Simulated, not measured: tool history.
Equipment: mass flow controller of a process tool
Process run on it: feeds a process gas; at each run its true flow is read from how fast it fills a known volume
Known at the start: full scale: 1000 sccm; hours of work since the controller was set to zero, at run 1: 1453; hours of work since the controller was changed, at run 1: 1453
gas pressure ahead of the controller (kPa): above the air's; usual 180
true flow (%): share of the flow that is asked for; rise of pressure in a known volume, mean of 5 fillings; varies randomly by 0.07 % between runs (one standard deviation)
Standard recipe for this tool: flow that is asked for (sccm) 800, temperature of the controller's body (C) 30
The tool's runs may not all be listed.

run      day  flow that is asked for (sccm)  gas pressure ahead of the controller (kPa)  temperature of the controller's body (C)  hours of work since the controller was set to zero  hours of work since the controller was changed  true flow (%)
  1        0                            800                                         180                                        30                                                1453                                            1453          99.38
  2     16.1                            800                                         180                                        30                                                1650                                            1650          99.48
  3   38.412                            800                                         180                                        30                                                1923                                            1923          99.31
  4   61.954                            800                                         180                                        30                                                2211                                            2211          99.41
  5   73.796                            800                                         180                                        30                                                2356                                            2356          99.36
  6   92.692                            800                                         180                                        30                                                2587                                            2587          99.49
  7  107.688                            800                                         180                                        30                                                2770                                            2770          99.44
  8  123.488                            800                                         180                                        30                                                2964                                            2964          99.41
  9  136.696                            800                                         180                                        30                                                3125                                            3125          99.42
 10  155.575                            800                                         151                                        30                                                3356                                            3356          99.65
 11  167.775                            800                                         144                                        28                                                3505                                            3505          99.82
 12  181.038                            800                                         206                                        23                                                3667                                            3667          99.66
 13  191.167                            800                                         206                                        23                                                3791                                            3791          99.71
 14  209.967                            800                                         206                                        23                                                4021                                            4021          99.72

Forecast each of these 4 alternatives for the next run:
  A  230.321                            776                                         167                                        39                                                4270                                            4270              ?
  B  230.321                            632                                         193                                        37                                                4270                                            4270              ?
  C  230.321                            800                                         206                                        25                                                4270                                            4270              ?
  D  230.321                            800                                         180                                        24                                                4270                                            4270              ?

run  true flow (%)
  A           98.7
  B           98.5
  C          99.67
  D          99.76
With the hidden condition removed and each run's random variation left untouched, the same runs would have given:
run  true flow (%)
  A          98.69
  B           98.5
  C          99.66
  D          99.75
